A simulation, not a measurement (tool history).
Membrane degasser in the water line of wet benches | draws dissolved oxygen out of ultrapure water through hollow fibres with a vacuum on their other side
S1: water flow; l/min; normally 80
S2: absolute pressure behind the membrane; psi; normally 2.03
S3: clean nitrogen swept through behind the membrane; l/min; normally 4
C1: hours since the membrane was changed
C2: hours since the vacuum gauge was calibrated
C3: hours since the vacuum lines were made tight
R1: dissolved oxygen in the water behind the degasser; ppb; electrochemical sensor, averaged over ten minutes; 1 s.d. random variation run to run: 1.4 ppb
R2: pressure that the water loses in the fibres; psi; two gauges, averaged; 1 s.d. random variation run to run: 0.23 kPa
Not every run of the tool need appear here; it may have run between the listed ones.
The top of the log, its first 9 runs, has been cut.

run,hour,S1,S2,S3,C1,C2,C3,R1,R2
10,1858.3,80,2.03,1.96,3467,2001,4069,846.6,8.782
11,2154.6,80,2.03,2.85,3763,2298,4365,644.7,8.805
12,2367.5,80,3.03,4,3976,2511,4578,764.7,8.763
13,2543.2,80,3.03,4,4152,2686,4754,767.7,8.762
14,2835.2,80,2.03,4,4444,2978,5046,497.2,8.766
15,3097.4,80,2.03,4,4706,3241,5308,497.1,8.747
# hour 3247.6: vacuum gauge calibrated
16,3290.9,80,2.03,4,4899,43,5501,497,8.702
17,3527.9,80,2.03,4,5136,280,5738,499.5,8.788
18,3730.7,80,2.03,4,5339,483,5941,502.7,8.853
19,4022.1,80,2.03,4,5630,775,6232,500.3,8.807
20,4161.5,80,4,9.61,5770,914,6372,501.2,8.759
21,4340,80,2.03,2.17,5948,1092,6550,798.2,8.791
22,4624.1,80,2.03,2.17,6232,1377,6834,800.1,8.752
23,4864.2,67,1.35,4,6472,1617,7074,246.4,7.33
24,5045.9,80,1.38,8.3,6654,1798,7256,182,8.799
25,5204.5,71,1.38,1.76,6813,1957,7415,517.5,7.76
# hour 5295.7: gauge calibrated
26,5505.7,71,1.38,1.76,7114,2258,7716,506.4,7.793
27,5647.7,80,2.49,2.07,7256,2400,7858,1015.6,8.827
28,5893.6,113,1.23,2.07,7502,2646,8104,636.4,12.454
29,6118.1,113,1.23,2.07,7726,2870,8328,636.6,12.378
30,6264.6,113,1.23,2.07,7873,3017,8475,639.2,12.369
31,6420.6,91,3.31,4.54,8029,3173,8631,855.6,9.986
# hour 6638.9: vacuum gauge calibrated
32,6717.5,118,3.31,4.54,8325,79,8927,1112.4,12.907
33,6958.1,68,2.03,5.08,8566,319,9168,340.4,7.449

3 ways to go on from here, each from the tool as it stands after run 33. What would each give?
A,7104.6,49,2.03,2.02,8712,466,9314,?,?
B,7104.6,56,2.38,10.38,8712,466,9314,?,?
C,7104.6,51,1.42,8.84,8712,466,9314,?,?

run,R1,R2
A,546.6,5.384
B,177,6.122
C,95.5,5.626
With no hidden state in the tool, these same runs would have given:
run,R1,R2
A,542.1,5.379
B,175.5,6.118
C,94.7,5.622
